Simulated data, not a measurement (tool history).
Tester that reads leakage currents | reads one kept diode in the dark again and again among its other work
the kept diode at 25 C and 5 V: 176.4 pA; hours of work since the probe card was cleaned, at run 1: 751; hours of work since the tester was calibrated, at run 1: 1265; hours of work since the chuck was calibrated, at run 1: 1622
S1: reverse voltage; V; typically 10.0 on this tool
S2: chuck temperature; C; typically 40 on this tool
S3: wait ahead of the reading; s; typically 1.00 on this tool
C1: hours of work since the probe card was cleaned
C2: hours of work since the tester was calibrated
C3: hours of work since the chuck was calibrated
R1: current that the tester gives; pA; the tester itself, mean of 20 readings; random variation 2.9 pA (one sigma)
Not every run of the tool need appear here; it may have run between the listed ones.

run     day    S1  S2    S3    C1    C2    C3       R1
  1   0.000  10.0  40  1.00   751  1265  1622  1091.94
  2   2.658  10.0  40  0.32   796  1310  1667  1113.17
  3   4.346  10.0  56  1.00   825  1338  1696  3942.78
  4   6.300  10.0  56  1.00   858  1371  1729  3961.41
  5   9.242  10.0  55  1.00   908  1421  1779  3670.62
  6  10.475  10.0  55  1.00   929  1442  1800  3686.62
  7  12.271  10.0  55  1.00   959  1473  1830  3682.69
  8  15.242  10.0  55  1.00  1010  1523  1881  3705.89
  9  17.367  10.0  40  1.00  1046  1559  1917  1126.07
 10  19.238  10.0  40  1.00  1078  1591  1949  1120.89
 11  20.546  10.0  40  1.00  1100  1613  1971  1123.78
 12  23.162  10.0  39  1.00  1144  1658  2015  1040.71
 13  25.025  10.0  40  1.00  1176  1689  2047  1132.93
 14  28.000  10.0  40  1.00  1226  1740  2097  1138.01
 15  30.096  10.0  40  1.00  1262  1775  2133  1139.03
 16  32.246   3.5  40  1.00  1298  1812  2170   680.44
     34.171  -- chuck's temperature calibrated
 17  34.208  10.0  40  1.00  1330  1844     1  1255.86
 18  35.929  10.0  40  1.00  1359  1873    30  1260.57
 19  38.183  10.0  40  1.00  1398  1911    68  1271.59
 20  39.808  10.0  40  1.00  1425  1939    96  1275.92
 21  42.712  10.0  40  1.00  1475  1988   145  1276.12
 22  43.921  10.0  30  0.38  1495  2009   165   552.28
 23  46.538   1.0  49  0.53  1539  2053   210   835.82
     48.558  -- chuck's temperature calibrated, once more
 24  48.758   1.5  49  8.20  1576  2089     3   764.25
 25  51.062   9.8  20  4.81  1615  2128    43   155.67
 26  52.450   9.6  23  9.63  1638  2152    66   203.85
 27  53.971   7.8  34  1.69  1664  2178    92   502.21
 28  56.004   2.5  34  0.54  1699  2212   126   284.14
 29  57.638   2.5  34  0.54  1726  2240   154   285.16
     59.292  -- probe card cleaned and baked
 30  60.100   2.5  34  0.54    14  2280   194   285.05
 31  61.871   4.1  34  0.49    44  2310   224   366.02
 32  63.929   1.7  34  0.49    79  2345   259   237.24
 33  65.912   1.7  34  0.49   112  2378   292   238.29
 34  67.588  10.0  55  1.00   141  2407   321  3252.53
 35  70.508   2.6  35  1.00   190  2456   370   321.68
 36  73.412   7.4  22  1.00   240  2506   420   170.39
 37  75.300   7.4  22  1.00   272  2538   452   170.64
 38  77.838   7.4  22  1.00   315  2581   495   171.03
 39  79.083   8.2  36  1.34   336  2602   516   631.50

Hidden condition of the tool, last listed run before each entry between runs versus first listed run after:
Logged between run 16 and run 17: chuck's temperature calibrated (day 34.171)
  stray current of the dirty probe card, pA a volt: 0.173 -> 0.177; current scale over the true one, %: -0.9 -> -0.91; true chuck temperature over the reading, C: 2.29 -> 3.46
  measured less the result without the state, R1: +114.53 -> +307.66 pA
Logged between run 23 and run 24: chuck's temperature calibrated, once more (day 48.558)
  stray current of the dirty probe card, pA a volt: 0.201 -> 0.206; current scale over the true one, %: -1.01 -> -1.03; true chuck temperature over the reading, C: 3.68 -> 0
  measured less the result without the state, R1: +204.85 -> -7.93 pA
Logged between run 29 and run 30: probe card cleaned and baked (day 59.292)
  stray current of the dirty probe card, pA a volt: 0.223 -> 0.024; current scale over the true one, %: -1.1 -> -1.12; true chuck temperature over the reading, C: 0.16 -> 0.2
  measured less the result without the state, R1: +1.24 -> +1.79 pA
